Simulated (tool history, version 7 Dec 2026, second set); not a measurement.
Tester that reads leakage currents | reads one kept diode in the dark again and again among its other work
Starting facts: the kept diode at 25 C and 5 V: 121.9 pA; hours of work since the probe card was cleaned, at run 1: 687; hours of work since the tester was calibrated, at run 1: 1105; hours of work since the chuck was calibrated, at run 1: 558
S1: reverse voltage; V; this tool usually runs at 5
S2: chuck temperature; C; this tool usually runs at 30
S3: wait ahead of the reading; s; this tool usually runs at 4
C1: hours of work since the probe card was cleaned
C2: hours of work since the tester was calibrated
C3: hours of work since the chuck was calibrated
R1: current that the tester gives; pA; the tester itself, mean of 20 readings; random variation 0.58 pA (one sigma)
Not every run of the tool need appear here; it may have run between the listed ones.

| run | hour | S1 | S2 | S3 | C1 | C2 | C3 | R1 |
|---|---|---|---|---|---|---|---|---|
| 1 | 0 | 5 | 30 | 4 | 687 | 1105 | 558 | 204.3 |
| 2 | 75.6 | 5 | 30 | 4 | 721 | 1138 | 591 | 203.76 |
| 3 | 115.6 | 5 | 30 | 4 | 738 | 1156 | 608 | 203.92 |
| 4 | 213.8 | 5 | 30 | 4 | 781 | 1199 | 651 | 204.04 |
| 5 | 274.3 | 5 | 30 | 4 | 807 | 1225 | 678 | 206.44 |
| 6 | 328.2 | 5 | 30 | 4 | 831 | 1249 | 702 | 206.21 |
| 7 | 416.9 | 5 | 30 | 4 | 870 | 1288 | 740 | 206.61 |
| 8 | 472.8 | 5 | 30 | 4 | 894 | 1312 | 765 | 208.08 |
| 9 | 560.9 | 5 | 30 | 4 | 933 | 1351 | 803 | 207.55 |
| 10 | 629.7 | 5 | 30 | 4 | 963 | 1381 | 833 | 208.78 |
| 11 | 720.7 | 5 | 30 | 4 | 1003 | 1420 | 873 | 209.21 |
|  | 739.9 | probe card cleaned and baked |
| 12 | 780.7 | 6.43 | 30 | 4 | 18 | 1445 | 898 | 230.57 |
| 13 | 857.8 | 6.43 | 21 | 4 | 52 | 1479 | 932 | 104.21 |
| 14 | 904.3 | 6.43 | 21 | 4 | 72 | 1499 | 952 | 104.58 |
| 15 | 981.5 | 6.43 | 21 | 4 | 106 | 1533 | 986 | 104.65 |
| 16 | 1039.7 | 6.43 | 21 | 4 | 131 | 1559 | 1012 | 104.98 |
| 17 | 1129.9 | 6.43 | 21 | 4 | 171 | 1598 | 1051 | 105.69 |
| 18 | 1179 | 5.64 | 59 | 1.65 | 192 | 1620 | 1073 | 2241.73 |
| 19 | 1258.6 | 2.44 | 26 | 0.6 | 227 | 1655 | 1107 | 104.99 |
| 20 | 1303.4 | 1.8 | 26 | 1.29 | 247 | 1674 | 1127 | 91.61 |
| 21 | 1374 | 1.8 | 26 | 1.29 | 277 | 1705 | 1158 | 91.77 |
| 22 | 1421.6 | 1.8 | 26 | 1.29 | 298 | 1726 | 1179 | 91.8 |
|  | 1432.3 | tester calibrated |
| 23 | 1517.8 | 15.36 | 26 | 0.91 | 340 | 37 | 1220 | 259.13 |
| 24 | 1615.1 | 1.66 | 30 | 4 | 382 | 80 | 1262 | 126.39 |
| 25 | 1704.9 | 1.66 | 30 | 4 | 421 | 119 | 1302 | 126.68 |
|  | 1760.3 | tester calibrated, once more |
| 26 | 1772 | 11.39 | 22 | 4.96 | 450 | 5 | 1330 | 159.07 |
| 27 | 1859.1 | 16.65 | 24 | 0.68 | 488 | 43 | 1368 | 231.48 |
| 28 | 1942 | 5 | 51 | 3.42 | 524 | 79 | 1405 | 1195.86 |
| 29 | 1992.2 | 4.01 | 25 | 3.42 | 546 | 101 | 1427 | 126.57 |
| 30 | 2065.3 | 16.96 | 44 | 4.89 | 578 | 133 | 1459 | 1245.03 |
| 31 | 2130.9 | 16.96 | 44 | 4.89 | 607 | 162 | 1487 | 1241.54 |
| 32 | 2185.4 | 1.75 | 57 | 1.29 | 631 | 186 | 1511 | 1146.21 |
| 33 | 2239.2 | 1.75 | 57 | 1.29 | 654 | 210 | 1535 | 1139.73 |

The logged runs with the hidden state left out (each run's random variation unchanged):
The hidden state here: stray current of the dirty probe card, pA a volt; current scale over the true one, %; true chuck temperature over the reading, C; drift of the gauge itself on leakage_pa, %.
| run | R1 |
|---|---|
| 1 | 192.41 |
| 2 | 191.18 |
| 3 | 190.99 |
| 4 | 190.21 |
| 5 | 191.87 |
| 6 | 191.14 |
| 7 | 190.72 |
| 8 | 191.53 |
| 9 | 190.26 |
| 10 | 190.77 |
| 11 | 190.34 |
| 12 | 213.52 |
| 13 | 95.51 |
| 14 | 95.57 |
| 15 | 95.13 |
| 16 | 95.05 |
| 17 | 95.11 |
| 18 | 2073.43 |
| 19 | 94.76 |
| 20 | 82.56 |
| 21 | 82.45 |
| 22 | 82.25 |
| 23 | 227.97 |
| 24 | 112.59 |
| 25 | 112.4 |
| 26 | 137.42 |
| 27 | 199.23 |
| 28 | 1077.83 |
| 29 | 110.15 |
| 30 | 1106.26 |
| 31 | 1100.28 |
| 32 | 1029.96 |
| 33 | 1022.32 |

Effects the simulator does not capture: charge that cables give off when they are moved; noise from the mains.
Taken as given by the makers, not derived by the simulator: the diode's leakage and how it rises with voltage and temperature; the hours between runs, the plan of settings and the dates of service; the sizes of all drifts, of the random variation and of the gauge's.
